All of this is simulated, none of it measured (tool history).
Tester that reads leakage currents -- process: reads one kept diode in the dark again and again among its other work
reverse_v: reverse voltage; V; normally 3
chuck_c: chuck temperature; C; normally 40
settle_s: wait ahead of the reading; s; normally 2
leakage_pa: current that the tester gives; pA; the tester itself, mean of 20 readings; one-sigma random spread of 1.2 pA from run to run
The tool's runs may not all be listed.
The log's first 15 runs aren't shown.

{"run": 16, "hour": 541.4, "reverse_v": 3, "chuck_c": 40, "settle_s": 2, "leakage_pa": 385.18}
{"run": 17, "hour": 567.7, "reverse_v": 3, "chuck_c": 40, "settle_s": 2, "leakage_pa": 385.42}
{"run": 18, "hour": 599.3, "reverse_v": 3, "chuck_c": 40, "settle_s": 2, "leakage_pa": 384.97}
{"run": 19, "hour": 633.7, "reverse_v": 3, "chuck_c": 30, "settle_s": 2, "leakage_pa": 177.38}
{"hour": 644.0, "done": "probe card cleaned and baked, once more"}
{"run": 20, "hour": 660.9, "reverse_v": 3, "chuck_c": 30, "settle_s": 2, "leakage_pa": 173.06}
{"run": 21, "hour": 691.9, "reverse_v": 3.99, "chuck_c": 40, "settle_s": 2, "leakage_pa": 434.04}
{"run": 22, "hour": 739.4, "reverse_v": 1.13, "chuck_c": 40, "settle_s": 1.21, "leakage_pa": 244.01}
{"run": 23, "hour": 787.2, "reverse_v": 1.13, "chuck_c": 40, "settle_s": 1.21, "leakage_pa": 245.25}
{"run": 24, "hour": 814.9, "reverse_v": 6.2, "chuck_c": 52, "settle_s": 9.38, "leakage_pa": 1270.21}
{"run": 25, "hour": 841.6, "reverse_v": 3.75, "chuck_c": 40, "settle_s": 3.78, "leakage_pa": 418}
{"run": 26, "hour": 890.4, "reverse_v": 3.75, "chuck_c": 40, "settle_s": 8.83, "leakage_pa": 418.45}
{"run": 27, "hour": 941.3, "reverse_v": 3.75, "chuck_c": 40, "settle_s": 8.83, "leakage_pa": 418.6}
{"run": 28, "hour": 964.5, "reverse_v": 3, "chuck_c": 34, "settle_s": 2.44, "leakage_pa": 235.44}
{"run": 29, "hour": 988.5, "reverse_v": 3, "chuck_c": 22, "settle_s": 2, "leakage_pa": 88.8}
{"run": 30, "hour": 1033.5, "reverse_v": 1.22, "chuck_c": 40, "settle_s": 4.01, "leakage_pa": 251.1}
{"run": 31, "hour": 1060.6, "reverse_v": 1.22, "chuck_c": 40, "settle_s": 4.01, "leakage_pa": 249.25}
{"run": 32, "hour": 1095.7, "reverse_v": 16.45, "chuck_c": 40, "settle_s": 6.58, "leakage_pa": 813.51}
{"run": 33, "hour": 1120.9, "reverse_v": 3, "chuck_c": 50, "settle_s": 9.86, "leakage_pa": 781.91}
{"run": 34, "hour": 1167.7, "reverse_v": 3, "chuck_c": 25, "settle_s": 0.85, "leakage_pa": 113.75}
{"run": 35, "hour": 1214.1, "reverse_v": 5.37, "chuck_c": 36, "settle_s": 2.05, "leakage_pa": 358.39}
{"run": 36, "hour": 1244.7, "reverse_v": 1.72, "chuck_c": 36, "settle_s": 3.39, "leakage_pa": 213.63}
{"run": 37, "hour": 1272.5, "reverse_v": 6.99, "chuck_c": 35, "settle_s": 7.64, "leakage_pa": 373.99}
{"run": 38, "hour": 1322.4, "reverse_v": 6.99, "chuck_c": 35, "settle_s": 0.63, "leakage_pa": 373.88}
{"run": 39, "hour": 1346.0, "reverse_v": 2.37, "chuck_c": 34, "settle_s": 0.63, "leakage_pa": 210.74}

Forecast each of these 4 alternatives for the next run:
{"run": "A", "hour": 1389.2, "reverse_v": 1.1, "chuck_c": 21, "settle_s": 0.63, "leakage_pa": "?"}
{"run": "B", "hour": 1389.2, "reverse_v": 2.37, "chuck_c": 41, "settle_s": 0.63, "leakage_pa": "?"}
{"run": "C", "hour": 1389.2, "reverse_v": 3.84, "chuck_c": 52, "settle_s": 2, "leakage_pa": "?"}
{"run": "D", "hour": 1389.2, "reverse_v": 3.01, "chuck_c": 55, "settle_s": 1.51, "leakage_pa": "?"}

run=A leakage_pa=51.56
run=B leakage_pa=360.8
run=C leakage_pa=1004.78
run=D leakage_pa=1112.65
The same runs, with their run-to-run variation unchanged, on a tool lacking any hidden condition would have given:
run=A leakage_pa=56.3
run=B leakage_pa=392.92
run=C leakage_pa=1089.59
run=D leakage_pa=1205.59
